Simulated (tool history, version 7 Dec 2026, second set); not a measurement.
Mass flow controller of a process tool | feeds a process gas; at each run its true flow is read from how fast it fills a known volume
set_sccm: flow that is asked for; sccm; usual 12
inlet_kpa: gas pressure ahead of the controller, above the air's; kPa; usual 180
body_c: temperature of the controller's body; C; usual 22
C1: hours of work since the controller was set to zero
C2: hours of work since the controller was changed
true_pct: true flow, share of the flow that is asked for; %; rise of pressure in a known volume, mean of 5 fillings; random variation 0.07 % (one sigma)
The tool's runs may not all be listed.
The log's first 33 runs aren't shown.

run 34 hour=7509.6 | set_sccm=14 inlet_kpa=229 body_c=21 | C1=559 C2=7626 | true_pct=99.74
run 35 hour=7658.3 | set_sccm=8 inlet_kpa=161 body_c=22 | C1=625 C2=7692 | true_pct=99.06
run 36 hour=7862 | set_sccm=12 inlet_kpa=201 body_c=23 | C1=715 C2=7782 | true_pct=99.72
run 37 hour=8008.2 | set_sccm=12 inlet_kpa=201 body_c=23 | C1=780 C2=7846 | true_pct=99.75
run 38 hour=8171.3 | set_sccm=12 inlet_kpa=201 body_c=23 | C1=852 C2=7918 | true_pct=99.75
-- hour=8200.8 gauge calibrated
run 39 hour=8497 | set_sccm=12 inlet_kpa=201 body_c=23 | C1=996 C2=8062 | true_pct=98.61
run 40 hour=8809.7 | set_sccm=6 inlet_kpa=253 body_c=39 | C1=1134 C2=8201 | true_pct=98.99
run 41 hour=8951.9 | set_sccm=12 inlet_kpa=266 body_c=31 | C1=1197 C2=8263 | true_pct=99.18
run 42 hour=9268.5 | set_sccm=12 inlet_kpa=266 body_c=31 | C1=1337 C2=8403 | true_pct=99.35
run 43 hour=9502.2 | set_sccm=3 inlet_kpa=180 body_c=29 | C1=1440 C2=8507 | true_pct=97.84
run 44 hour=9779.4 | set_sccm=3 inlet_kpa=180 body_c=29 | C1=1563 C2=8629 | true_pct=97.84
run 45 hour=9962 | set_sccm=5 inlet_kpa=180 body_c=22 | C1=1643 C2=8710 | true_pct=97.6
run 46 hour=10205.8 | set_sccm=5 inlet_kpa=180 body_c=22 | C1=1751 C2=8818 | true_pct=97.81
run 47 hour=10475.4 | set_sccm=3 inlet_kpa=180 body_c=22 | C1=1870 C2=8937 | true_pct=97.55

Forecast each of these 4 alternatives for the next run:
run A hour=10776.2 | set_sccm=12 inlet_kpa=208 body_c=23 | C1=2003 C2=9070 | true_pct=?
run B hour=10776.2 | set_sccm=12 inlet_kpa=180 body_c=20 | C1=2003 C2=9070 | true_pct=?
run C hour=10776.2 | set_sccm=12 inlet_kpa=183 body_c=23 | C1=2003 C2=9070 | true_pct=?
run D hour=10776.2 | set_sccm=7 inlet_kpa=180 body_c=22 | C1=2003 C2=9070 | true_pct=?

run=A true_pct=98.88
run=B true_pct=98.7
run=C true_pct=98.99
run=D true_pct=98.01
Without the tool's hidden state the same runs would have given:
run=A true_pct=98.48
run=B true_pct=98.3
run=C true_pct=98.59
run=D true_pct=97.62
